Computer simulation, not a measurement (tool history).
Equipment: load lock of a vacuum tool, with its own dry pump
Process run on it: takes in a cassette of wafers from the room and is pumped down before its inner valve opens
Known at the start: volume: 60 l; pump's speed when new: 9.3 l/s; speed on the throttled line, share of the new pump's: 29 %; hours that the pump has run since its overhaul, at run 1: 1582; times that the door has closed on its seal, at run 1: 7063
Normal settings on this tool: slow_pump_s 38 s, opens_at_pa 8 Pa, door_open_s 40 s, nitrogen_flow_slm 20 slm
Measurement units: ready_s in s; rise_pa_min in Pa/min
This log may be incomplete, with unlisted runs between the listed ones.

run,hour,slow_pump_s,opens_at_pa,door_open_s,nitrogen_flow_slm,hours that the pump has run since its overhaul,times that the door has closed on its seal,"incoming humidity of the room's air, %",ready_s,rise_pa_min
1,0,38,8,40,20,1582,7063,42.4,89,0.04
2,112,38,8,40,20,1694,7448,46.6,89.8,0.045
3,178.5,38,8,40,20,1761,7676,46.9,88.9,0.048
4,242.8,38,8,40,20,1825,7897,44.1,89.6,0.045
5,295.4,38,8,40,20,1878,8077,47,88.5,0.046
6,352,38,8,40,20,1934,8272,45.3,89.6,0.047
7,456.6,38,8,40,20,2039,8631,47.3,89.1,0.054
8,547,38,8,40,20,2129,8941,46.2,90.4,0.049
9,643.8,56,15,191,9,2226,9273,42.6,97.4,0.085
10,738.4,56,6,130,15,2321,9598,44.5,104.8,0.078
11,852.7,46,11,41,23,2435,9991,46.1,94,0.05
12,933.3,46,11,41,23,2516,10268,43.4,92.8,0.05
13,1047,44,11,78,23,2629,10658,42.4,91.1,0.06
14,1140.9,56,11,27,21,2723,10980,44.1,98.6,0.053
15,1199.3,55,15,27,21,2782,11181,41.6,98.4,0.052

Forecast each of these 5 alternatives for the next run:
A,1275.3,38,8,43,20,2858,11442,45.5,?,?
B,1275.3,38,10,58,4,2858,11442,42.4,?,?
C,1275.3,41,12,223,20,2858,11442,46.1,?,?
D,1275.3,22,7,27,21,2858,11442,46.4,?,?
E,1275.3,38,8,40,10,2858,11442,47.7,?,?

run,ready_s,rise_pa_min
A,90.4,0.058
B,88.7,0.072
C,89.6,0.097
D,79.1,0.055
E,89,0.068
With the hidden condition removed and each run's random variation left untouched, the same runs would have given:
run,ready_s,rise_pa_min
A,88.9,0.027
B,87.2,0.041
C,88.2,0.067
D,77.4,0.025
E,87.5,0.037
